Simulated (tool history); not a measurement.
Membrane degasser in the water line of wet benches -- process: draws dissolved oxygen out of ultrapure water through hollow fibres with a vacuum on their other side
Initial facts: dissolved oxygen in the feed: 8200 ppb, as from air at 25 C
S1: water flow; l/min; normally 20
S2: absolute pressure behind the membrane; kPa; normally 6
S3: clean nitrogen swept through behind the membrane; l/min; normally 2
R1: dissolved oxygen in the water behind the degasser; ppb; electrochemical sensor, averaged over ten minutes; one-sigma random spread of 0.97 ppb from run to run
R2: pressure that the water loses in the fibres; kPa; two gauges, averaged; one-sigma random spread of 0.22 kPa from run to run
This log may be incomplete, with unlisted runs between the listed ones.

run 1 hour=0 | S1=20 S2=6 S3=2 | R1=91.6 R2=55.4
run 2 hour=45.4 | S1=20 S2=6 S3=2 | R1=93.2 R2=54.64
run 3 hour=86.8 | S1=20 S2=6 S3=2 | R1=91.6 R2=54.84
run 4 hour=113.9 | S1=20 S2=6 S3=2 | R1=93.7 R2=55.15
run 5 hour=152.2 | S1=20 S2=6 S3=2 | R1=92.8 R2=55.06
run 6 hour=197.6 | S1=20 S2=6 S3=2 | R1=92.9 R2=54.48
run 7 hour=231.6 | S1=20 S2=6 S3=2 | R1=92.5 R2=54.57
run 8 hour=279.8 | S1=20 S2=6 S3=2 | R1=91.5 R2=54.3
run 9 hour=324.9 | S1=20 S2=6 S3=2 | R1=92.8 R2=54.68
-- hour=340.5 vacuum gauge calibrated
run 10 hour=361.3 | S1=20 S2=6 S3=2 | R1=91.6 R2=54.7
run 11 hour=394.1 | S1=20 S2=6 S3=2 | R1=93.9 R2=54.98
run 12 hour=417.4 | S1=23 S2=6 S3=4.2 | R1=84.7 R2=62.59
run 13 hour=461.1 | S1=20 S2=6.19 S3=1.96 | R1=99.3 R2=54.86
run 14 hour=490.8 | S1=20 S2=12.22 S3=2.54 | R1=193.5 R2=54.33
run 15 hour=514.2 | S1=20 S2=12.22 S3=2.54 | R1=194.1 R2=54.45
run 16 hour=548.6 | S1=20 S2=12.22 S3=2.54 | R1=195.3 R2=54.47
run 17 hour=582.7 | S1=20 S2=12.22 S3=2.54 | R1=193.2 R2=54.34
run 18 hour=607.3 | S1=20 S2=12.22 S3=2.54 | R1=190.7 R2=54.24
run 19 hour=633.8 | S1=21 S2=4.51 S3=1.41 | R1=77.9 R2=57.55
run 20 hour=659 | S1=20 S2=4.31 S3=2 | R1=52.9 R2=54.32

Consider 4 possible next runs. They are alternatives, not a sequence: every one starts from the tool as it was left by run 20. What does each give?
run A hour=684.1 | S1=25 S2=10.35 S3=1.36 | R1=? R2=?
run B hour=684.1 | S1=20 S2=6.42 S3=2 | R1=? R2=?
run C hour=684.1 | S1=20 S2=4.76 S3=1.37 | R1=? R2=?
run D hour=684.1 | S1=20 S2=7.84 S3=1.99 | R1=? R2=?

run=A R1=346.7 R2=68.25
run=B R1=99.9 R2=54.43
run=C R1=80.3 R2=54.07
run=D R1=134.1 R2=54.35
With no hidden state in the tool, these same runs would have given:
run=A R1=346.6 R2=69.26
run=B R1=99.9 R2=55.23
run=C R1=80.3 R2=54.87
run=D R1=134 R2=55.15
